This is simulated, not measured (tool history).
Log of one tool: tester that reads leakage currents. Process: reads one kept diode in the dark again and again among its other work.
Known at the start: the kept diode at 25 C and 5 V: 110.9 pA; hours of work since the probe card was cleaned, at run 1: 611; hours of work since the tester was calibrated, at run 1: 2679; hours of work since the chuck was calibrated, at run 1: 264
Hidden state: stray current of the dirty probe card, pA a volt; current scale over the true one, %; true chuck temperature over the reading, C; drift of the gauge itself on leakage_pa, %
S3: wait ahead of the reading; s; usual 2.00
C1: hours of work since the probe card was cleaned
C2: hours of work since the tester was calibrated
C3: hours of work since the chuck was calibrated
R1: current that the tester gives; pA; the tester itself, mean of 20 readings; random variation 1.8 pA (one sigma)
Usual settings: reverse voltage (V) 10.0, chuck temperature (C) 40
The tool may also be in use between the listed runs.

Run 1, hour 0.0: usual settings; C1 611; C2 2679; C3 264. Result: R1 567.93 pA.
Run 2, hour 117.9: usual settings; C1 669; C2 2738; C3 322. Result: R1 564.95 pA.
Run 3, hour 217.6: usual settings; C1 718; C2 2787; C3 372. Result: R1 563.68 pA.
Run 4, hour 336.3: usual settings; C1 777; C2 2846; C3 430. Result: R1 558.86 pA.
Run 5, hour 416.3: usual settings; C1 816; C2 2885; C3 470. Result: R1 563.26 pA.
Run 6, hour 499.4: usual settings; C1 857; C2 2926; C3 511. Result: R1 559.14 pA.
Run 7, hour 612.9: usual settings; C1 914; C2 2982; C3 567. Result: R1 557.71 pA.
Run 8, hour 678.1: usual settings; C1 946; C2 3015; C3 599. Result: R1 554.65 pA.
Run 9, hour 800.0: usual settings; C1 1006; C2 3075; C3 659. Result: R1 555.64 pA.
Run 10, hour 895.7: usual settings; C1 1053; C2 3122; C3 707. Result: R1 552.41 pA.
Run 11, hour 1034.0: usual settings but S3 1.21 s; C1 1122; C2 3190; C3 775. Result: R1 550.74 pA.
Run 12, hour 1158.4: usual settings but S3 6.02 s; C1 1183; C2 3252; C3 837. Result: R1 545.12 pA.
Run 13, hour 1232.1: usual settings but S3 3.78 s; C1 1220; C2 3288; C3 873. Result: R1 549.67 pA.
Run 14, hour 1336.2: usual settings; C1 1271; C2 3340; C3 924. Result: R1 546.44 pA.
Run 15, hour 1438.1: usual settings but reverse voltage (V) 12.1; C1 1321; C2 3390; C3 975. Result: R1 592.40 pA.
Run 16, hour 1528.1: usual settings but reverse voltage (V) 12.1; C1 1366; C2 3435; C3 1019. Result: R1 592.13 pA.
Run 17, hour 1622.7: usual settings but reverse voltage (V) 8.9; C1 1413; C2 3481; C3 1066. Result: R1 515.03 pA.
Run 18, hour 1764.0: usual settings but reverse voltage (V) 8.9; C1 1482; C2 3551; C3 1136. Result: R1 510.40 pA.
Run 19, hour 1899.0: usual settings but reverse voltage (V) 8.9; C1 1549; C2 3618; C3 1202. Result: R1 508.35 pA.
At hour 2014.5: probe card cleaned and baked.
Run 20, hour 2030.6: usual settings; C1 8; C2 3681; C3 1266. Result: R1 515.42 pA.
Run 21, hour 2089.9: usual settings; C1 37; C2 3711; C3 1295. Result: R1 514.23 pA.
Run 22, hour 2211.4: usual settings but S3 7.24 s; C1 97; C2 3771; C3 1355. Result: R1 513.65 pA.
At hour 2221.0: chuck's temperature calibrated.
Run 23, hour 2335.6: usual settings but reverse voltage (V) 9.0, chuck temperature (C) 47, S3 1.60 s; C1 158; C2 3831; C3 57. Result: R1 982.05 pA.
Run 24, hour 2476.7: usual settings but reverse voltage (V) 4.7; C1 227; C2 3901; C3 126. Result: R1 408.90 pA.
Run 25, hour 2555.5: usual settings but reverse voltage (V) 4.7; C1 266; C2 3940; C3 165. Result: R1 406.55 pA.
Run 26, hour 2640.5: usual settings but reverse voltage (V) 8.4, S3 3.20 s; C1 308; C2 3982; C3 207. Result: R1 528.28 pA.
Run 27, hour 2729.2: usual settings but reverse voltage (V) 8.4, S3 3.20 s; C1 352; C2 4026; C3 251. Result: R1 523.63 pA.
Run 28, hour 2796.8: usual settings but reverse voltage (V) 3.1, chuck temperature (C) 34, S3 1.64 s; C1 386; C2 4059; C3 285. Result: R1 198.71 pA.
Run 29, hour 2884.5: usual settings but reverse voltage (V) 3.1, chuck temperature (C) 34, S3 1.64 s; C1 429; C2 4102; C3 328. Result: R1 198.62 pA.
Run 30, hour 2961.9: usual settings but reverse voltage (V) 7.5, chuck temperature (C) 48, S3 0.84 s; C1 467; C2 4141; C3 366. Result: R1 966.71 pA.
Run 31, hour 3025.7: usual settings but S3 0.39 s; C1 499; C2 4172; C3 398. Result: R1 566.48 pA.
Run 32, hour 3154.5: usual settings but reverse voltage (V) 3.3, chuck temperature (C) 30, S3 1.08 s; C1 562; C2 4236; C3 461. Result: R1 141.80 pA.
Run 33, hour 3271.3: usual settings but reverse voltage (V) 4.4, chuck temperature (C) 29, S3 1.08 s; C1 620; C2 4293; C3 519. Result: R1 147.94 pA.
Run 34, hour 3399.7: usual settings but reverse voltage (V) 2.3, chuck temperature (C) 31, S3 0.71 s; C1 684; C2 4357; C3 582. Result: R1 130.85 pA.
Run 35, hour 3512.1: usual settings but reverse voltage (V) 18.5, chuck temperature (C) 27, S3 8.47 s; C1 739; C2 4412; C3 638. Result: R1 243.83 pA.
Run 36, hour 3591.4: usual settings but reverse voltage (V) 18.5, chuck temperature (C) 27, S3 8.47 s; C1 778; C2 4452; C3 677. Result: R1 244.16 pA.
Run 37, hour 3713.3: usual settings but reverse voltage (V) 3.2, chuck temperature (C) 42, S3 8.47 s; C1 838; C2 4512; C3 737. Result: R1 388.45 pA.
Run 38, hour 3807.9: usual settings but reverse voltage (V) 6.2, S3 0.72 s; C1 885; C2 4559; C3 784. Result: R1 446.37 pA.
Run 39, hour 3913.5: usual settings but reverse voltage (V) 3.6, chuck temperature (C) 46, S3 3.53 s; C1 937; C2 4611; C3 836. Result: R1 568.51 pA.

Forecast each of these 4 alternatives for the next run:
Run A, hour 4012.0: usual settings but reverse voltage (V) 6.1, chuck temperature (C) 48, S3 0.41 s; C1 986; C2 4659; C3 885. Result: R1 ?.
Run B, hour 4012.0: usual settings but reverse voltage (V) 13.5, chuck temperature (C) 28, S3 1.46 s; C1 986; C2 4659; C3 885. Result: R1 ?.
Run C, hour 4012.0: usual settings but reverse voltage (V) 1.6, S3 4.79 s; C1 986; C2 4659; C3 885. Result: R1 ?.
Run D, hour 4012.0: usual settings but reverse voltage (V) 2.7, chuck temperature (C) 46, S3 3.53 s; C1 986; C2 4659; C3 885. Result: R1 ?.

run      R1
  A  847.79
  B  228.07
  C  237.98
  D  496.75
Without the tool's hidden state the same runs would have given:
run      R1
  A  911.43
  B  229.92
  C  256.99
  D  535.90
